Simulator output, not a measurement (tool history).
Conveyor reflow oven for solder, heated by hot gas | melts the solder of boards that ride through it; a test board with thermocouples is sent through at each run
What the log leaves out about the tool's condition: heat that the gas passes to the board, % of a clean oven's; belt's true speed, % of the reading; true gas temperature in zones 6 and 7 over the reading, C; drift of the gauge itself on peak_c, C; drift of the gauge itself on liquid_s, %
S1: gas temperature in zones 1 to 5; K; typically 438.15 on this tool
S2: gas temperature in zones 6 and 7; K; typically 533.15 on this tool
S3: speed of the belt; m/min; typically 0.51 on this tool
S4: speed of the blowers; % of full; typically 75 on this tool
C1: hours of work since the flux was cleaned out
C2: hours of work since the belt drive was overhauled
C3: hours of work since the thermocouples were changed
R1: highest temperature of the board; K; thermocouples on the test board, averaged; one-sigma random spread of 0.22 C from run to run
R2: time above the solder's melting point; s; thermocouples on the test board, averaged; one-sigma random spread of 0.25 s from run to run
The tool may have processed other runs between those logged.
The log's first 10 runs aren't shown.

| run | hour | S1 | S2 | S3 | S4 | C1 | C2 | C3 | R1 | R2 |
|---|---|---|---|---|---|---|---|---|---|---|
| 11 | 155.7 | 438.15 | 529.15 | 0.51 | 75 | 9 | 227 | 717 | 517.65 | 46.3 |
| 12 | 166.7 | 438.15 | 531.15 | 0.51 | 75 | 17 | 234 | 725 | 519.65 | 47.3 |
| 13 | 175.5 | 438.15 | 531.15 | 0.51 | 75 | 23 | 240 | 731 | 520.05 | 47.9 |
| 14 | 190.4 | 438.15 | 533.15 | 0.506 | 75 | 33 | 251 | 741 | 521.65 | 49.2 |
| 15 | 200.2 | 438.15 | 533.15 | 0.562 | 75 | 40 | 257 | 748 | 518.45 | 41.4 |
| 16 | 207.4 | 438.15 | 533.15 | 0.51 | 75 | 45 | 262 | 753 | 521.55 | 49 |
| 17 | 215.3 | 438.15 | 540.15 | 0.51 | 75 | 50 | 268 | 758 | 527.45 | 52.9 |
| 18 | 227.8 | 438.15 | 540.15 | 0.51 | 54 | 59 | 276 | 767 | 524.45 | 49.7 |
| 19 | 236.3 | 425.15 | 531.15 | 0.448 | 58 | 65 | 282 | 773 | 519.15 | 49.9 |
| 20 | 243.7 | 451.15 | 534.15 | 0.448 | 82 | 70 | 287 | 778 | 526.95 | 66 |

Run 21 has not been measured yet. What should we expect?
| 21 | 252.6 | 426.15 | 524.15 | 0.583 | 75 | 76 | 293 | 784 | ? | ? |

Logged for run 21: R1 507.35 K, R2 28 s.
On a tool with no hidden condition, and with the same random variation, this run would have come out at R1 507.35 K, R2 28 s.

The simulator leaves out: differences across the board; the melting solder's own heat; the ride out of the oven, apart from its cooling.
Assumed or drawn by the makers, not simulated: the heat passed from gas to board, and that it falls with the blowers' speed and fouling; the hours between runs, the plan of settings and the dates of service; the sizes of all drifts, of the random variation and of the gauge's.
